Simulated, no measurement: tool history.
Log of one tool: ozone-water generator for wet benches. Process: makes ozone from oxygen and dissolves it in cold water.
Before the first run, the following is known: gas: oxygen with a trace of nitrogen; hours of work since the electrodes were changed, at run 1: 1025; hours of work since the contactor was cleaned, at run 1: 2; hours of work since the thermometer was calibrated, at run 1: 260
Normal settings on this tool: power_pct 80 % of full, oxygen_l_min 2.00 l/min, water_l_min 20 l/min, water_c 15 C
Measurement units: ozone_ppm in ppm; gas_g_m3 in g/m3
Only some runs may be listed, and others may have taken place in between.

| run | hour | power_pct | oxygen_l_min | water_l_min | water_c | hours of work since the electrodes were changed | hours of work since the contactor was cleaned | hours of work since the thermometer was calibrated | ozone_ppm | gas_g_m3 |
|---|---|---|---|---|---|---|---|---|---|---|
| 1 | 0.0 | 80 | 2.00 | 20 | 15 | 1025 | 2 | 260 | 13.9 | 223.4 |
| 2 | 37.2 | 80 | 2.00 | 20 | 15 | 1053 | 30 | 288 | 13.6 | 223.3 |
| 3 | 104.2 | 80 | 2.00 | 20 | 15 | 1103 | 79 | 338 | 13.9 | 224.5 |
| 4 | 155.9 | 80 | 2.00 | 20 | 15 | 1141 | 118 | 376 | 13.7 | 224.7 |
| 5 | 198.9 | 80 | 2.00 | 20 | 15 | 1173 | 150 | 408 | 13.8 | 219.8 |
| 6 | 247.3 | 80 | 2.00 | 20 | 15 | 1209 | 186 | 444 | 13.6 | 223.2 |
| 7 | 312.3 | 80 | 2.00 | 20 | 15 | 1257 | 234 | 492 | 13.9 | 221.1 |
| 8 | 348.2 | 80 | 2.00 | 20 | 15 | 1284 | 261 | 519 | 13.9 | 223.4 |
| 9 | 393.1 | 42 | 2.00 | 20 | 15 | 1317 | 294 | 552 | 9.0 | 146.8 |
| 10 | 437.0 | 42 | 2.00 | 20 | 15 | 1350 | 326 | 585 | 9.0 | 148.3 |
| 11 | 494.0 | 80 | 2.00 | 20 | 15 | 1392 | 369 | 627 | 13.7 | 220.0 |
| 12 | 555.7 | 80 | 2.00 | 20 | 15 | 1438 | 415 | 673 | 13.9 | 220.1 |
| 13 | 617.2 | 80 | 2.00 | 20 | 15 | 1484 | 460 | 719 | 13.7 | 223.4 |
| 14 | 662.3 | 80 | 2.00 | 20 | 15 | 1517 | 494 | 752 | 13.7 | 222.1 |
| 15 | 707.2 | 41 | 2.00 | 20 | 15 | 1550 | 527 | 785 | 9.1 | 144.8 |
|  | 712.2 | water thermometer calibrated |
| 16 | 767.9 | 41 | 2.00 | 20 | 15 | 1595 | 572 | 41 | 8.8 | 144.2 |
| 17 | 805.7 | 41 | 2.00 | 20 | 15 | 1623 | 600 | 69 | 8.7 | 145.7 |
|  | 827.7 | water thermometer calibrated, once more |
| 18 | 870.8 | 41 | 2.00 | 20 | 15 | 1671 | 648 | 32 | 8.9 | 143.6 |
| 19 | 941.7 | 49 | 2.00 | 24 | 15 | 1724 | 700 | 85 | 8.2 | 163.0 |
| 20 | 977.2 | 60 | 2.00 | 17 | 15 | 1750 | 727 | 111 | 13.4 | 184.4 |
| 21 | 1026.2 | 56 | 2.00 | 17 | 13 | 1786 | 763 | 147 | 12.9 | 176.8 |
| 22 | 1075.8 | 80 | 2.00 | 20 | 15 | 1823 | 800 | 184 | 13.7 | 220.5 |
| 23 | 1121.0 | 71 | 1.31 | 21 | 19 | 1857 | 834 | 218 | 11.0 | 271.8 |
| 24 | 1177.3 | 71 | 1.31 | 27 | 19 | 1899 | 875 | 260 | 8.2 | 271.7 |
| 25 | 1248.2 | 49 | 1.30 | 16 | 11 | 1951 | 928 | 312 | 12.2 | 215.0 |
| 26 | 1292.0 | 80 | 2.00 | 20 | 15 | 1984 | 961 | 345 | 13.4 | 220.7 |
| 27 | 1344.9 | 43 | 1.31 | 19 | 17 | 2023 | 1000 | 384 | 8.9 | 196.9 |
| 28 | 1411.1 | 95 | 2.00 | 27 | 15 | 2072 | 1049 | 433 | 10.7 | 245.0 |
| 29 | 1471.7 | 95 | 2.00 | 27 | 15 | 2117 | 1094 | 478 | 10.8 | 248.1 |
| 30 | 1537.7 | 95 | 2.03 | 19 | 15 | 2166 | 1143 | 527 | 15.9 | 244.3 |
| 31 | 1593.4 | 63 | 2.00 | 14 | 12 | 2208 | 1184 | 568 | 17.4 | 188.3 |
| 32 | 1635.7 | 80 | 2.85 | 20 | 15 | 2239 | 1216 | 600 | 13.8 | 176.2 |

Selected run-to-run steps in ozone_ppm, each split into two signed amounts: the part the tool would show with no hidden state at all (from settings, incoming material and random variation), and the remainder, which goes to the hidden state together with any gauge scatter not common to the measured and the hidden-state-free results:
Unlogged tool condition in this case: yield of the discharge, % of new electrodes'; contactor's efficiency, % of a clean one's; true water temperature over the reading, C; drift of the gauge itself on ozone_ppm, %; drift of the gauge itself on gas_g_m3, %.
Run 8 -> 9: power_pct 80 -> 42. ozone_ppm -4.9 ppm: hidden state +0.1, all else -5.0.
Run 14 -> 15: power_pct 80 -> 41. ozone_ppm -4.6 ppm: hidden state +0.2, all else -4.8.
Run 19 -> 20: power_pct 49 -> 60, water_l_min 24 -> 17. ozone_ppm +5.2 ppm: hidden state -0.2, all else +5.4.
Run 27 -> 28: power_pct 43 -> 95, oxygen_l_min 1.31 -> 2.00, water_l_min 19 -> 27, water_c 17 -> 15. ozone_ppm +1.8 ppm: hidden state -0.3, all else +2.1.
Run 29 -> 30: oxygen_l_min 2.00 -> 2.03, water_l_min 27 -> 19. ozone_ppm +5.1 ppm: hidden state -0.3, all else +5.4.
